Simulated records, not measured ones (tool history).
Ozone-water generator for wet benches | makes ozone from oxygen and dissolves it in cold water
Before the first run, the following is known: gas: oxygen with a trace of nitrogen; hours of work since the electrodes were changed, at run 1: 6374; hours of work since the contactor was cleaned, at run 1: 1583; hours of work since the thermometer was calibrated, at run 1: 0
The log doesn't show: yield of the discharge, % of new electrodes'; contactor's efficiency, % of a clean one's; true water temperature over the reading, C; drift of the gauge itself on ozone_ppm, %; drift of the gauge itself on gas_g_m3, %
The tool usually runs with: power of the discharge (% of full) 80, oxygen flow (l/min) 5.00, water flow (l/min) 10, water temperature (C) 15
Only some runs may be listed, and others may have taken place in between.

| run | day | power of the discharge (% of full) | oxygen flow (l/min) | water flow (l/min) | water temperature (C) | hours of work since the electrodes were changed | hours of work since the contactor was cleaned | hours of work since the thermometer was calibrated | dissolved ozone (ppm) | ozone in the gas ahead of the water (g/m3) |
|---|---|---|---|---|---|---|---|---|---|---|
| 1 | 0.000 | 80 | 5.00 | 10 | 15 | 6374 | 1583 | 0 | 42.1 | 249.5 |
| 2 | 7.112 | 80 | 5.00 | 10 | 15 | 6534 | 1744 | 161 | 42.6 | 248.5 |
| 3 | 14.775 | 80 | 5.00 | 9 | 15 | 6708 | 1917 | 334 | 45.1 | 249.0 |
| 4 | 18.600 | 46 | 5.00 | 10 | 15 | 6794 | 2004 | 420 | 26.4 | 157.3 |
| 5 | 23.467 | 46 | 3.71 | 10 | 15 | 6904 | 2114 | 530 | 25.3 | 172.5 |
| 6 | 29.388 | 46 | 3.71 | 10 | 15 | 7038 | 2248 | 664 | 25.7 | 170.7 |
| 7 | 33.529 | 80 | 5.00 | 10 | 13 | 7131 | 2341 | 758 | 43.5 | 245.9 |
| 8 | 42.221 | 58 | 5.00 | 10 | 15 | 7328 | 2537 | 954 | 32.1 | 188.2 |
| 9 | 50.246 | 58 | 5.00 | 10 | 15 | 7509 | 2719 | 1135 | 31.4 | 186.7 |
|  | 50.654 | water thermometer calibrated |
| 10 | 56.900 | 58 | 7.15 | 10 | 15 | 7659 | 2869 | 141 | 31.8 | 167.1 |
| 11 | 63.138 | 58 | 7.15 | 10 | 22 | 7800 | 3010 | 282 | 27.4 | 167.1 |
| 12 | 68.367 | 80 | 5.00 | 10 | 15 | 7918 | 3128 | 400 | 40.2 | 240.2 |
| 13 | 76.575 | 80 | 5.00 | 10 | 15 | 8104 | 3313 | 586 | 40.1 | 238.8 |
|  | 82.254 | electrodes of the discharge changed |
| 14 | 85.546 | 80 | 5.00 | 10 | 15 | 74 | 3510 | 783 | 47.1 | 285.4 |
|  | 87.900 | water thermometer calibrated, once more |
| 15 | 90.000 | 90 | 5.00 | 10 | 15 | 175 | 3611 | 47 | 52.0 | 313.2 |
| 16 | 94.458 | 83 | 5.00 | 10 | 15 | 275 | 3711 | 148 | 48.4 | 287.7 |
| 17 | 102.938 | 42 | 5.00 | 7 | 15 | 467 | 3903 | 340 | 32.3 | 154.7 |
| 18 | 111.650 | 42 | 5.00 | 7 | 15 | 664 | 4100 | 537 | 32.2 | 154.7 |
|  | 116.312 | contactor cleaned |
| 19 | 118.962 | 70 | 4.59 | 11 | 15 | 825 | 60 | 698 | 39.3 | 253.0 |
| 20 | 127.192 | 89 | 8.89 | 11 | 15 | 1011 | 246 | 884 | 50.6 | 254.8 |
| 21 | 132.825 | 81 | 3.17 | 11 | 16 | 1139 | 373 | 1012 | 40.4 | 322.1 |
| 22 | 140.379 | 77 | 5.00 | 10 | 9 | 1309 | 544 | 1182 | 50.6 | 269.0 |
| 23 | 148.954 | 77 | 5.00 | 10 | 9 | 1503 | 738 | 1376 | 50.8 | 264.6 |
| 24 | 154.046 | 42 | 5.00 | 10 | 18 | 1618 | 853 | 1491 | 24.8 | 152.9 |
| 25 | 157.825 | 42 | 5.00 | 10 | 18 | 1704 | 938 | 1576 | 24.4 | 153.8 |
| 26 | 166.346 | 42 | 5.00 | 10 | 18 | 1896 | 1131 | 1769 | 24.4 | 152.1 |
| 27 | 170.504 | 64 | 4.15 | 10 | 15 | 1990 | 1225 | 1863 | 37.1 | 236.2 |
| 28 | 176.192 | 51 | 4.19 | 10 | 19 | 2119 | 1353 | 1991 | 28.0 | 190.9 |
| 29 | 181.075 | 51 | 4.84 | 10 | 14 | 2229 | 1464 | 2102 | 31.2 | 183.5 |
| 30 | 184.775 | 51 | 4.84 | 10 | 14 | 2313 | 1547 | 2185 | 31.2 | 182.1 |
| 31 | 189.754 | 51 | 4.73 | 10 | 14 | 2425 | 1660 | 2298 | 31.0 | 184.2 |
| 32 | 196.833 | 90 | 5.00 | 10 | 15 | 2585 | 1820 | 2458 | 50.5 | 301.4 |

4 ways to go on from here, each from the tool as it stands after run 32. What would each give?
| A | 201.717 | 80 | 6.19 | 9 | 15 | 2695 | 1930 | 2568 | ? | ? |
| B | 201.717 | 90 | 5.00 | 11 | 15 | 2695 | 1930 | 2568 | ? | ? |
| C | 201.717 | 50 | 5.00 | 10 | 9 | 2695 | 1930 | 2568 | ? | ? |
| D | 201.717 | 90 | 8.65 | 15 | 15 | 2695 | 1930 | 2568 | ? | ? |

| run | dissolved ozone (ppm) | ozone in the gas ahead of the water (g/m3) |
|---|---|---|
| A | 48.6 | 250.8 |
| B | 46.7 | 297.8 |
| C | 32.9 | 176.7 |
| D | 38.8 | 249.9 |
Had the tool no hidden state, the same runs would have come out as:
| run | dissolved ozone (ppm) | ozone in the gas ahead of the water (g/m3) |
|---|---|---|
| A | 52.7 | 265.2 |
| B | 51.0 | 316.6 |
| C | 34.9 | 183.0 |
| D | 42.6 | 265.7 |

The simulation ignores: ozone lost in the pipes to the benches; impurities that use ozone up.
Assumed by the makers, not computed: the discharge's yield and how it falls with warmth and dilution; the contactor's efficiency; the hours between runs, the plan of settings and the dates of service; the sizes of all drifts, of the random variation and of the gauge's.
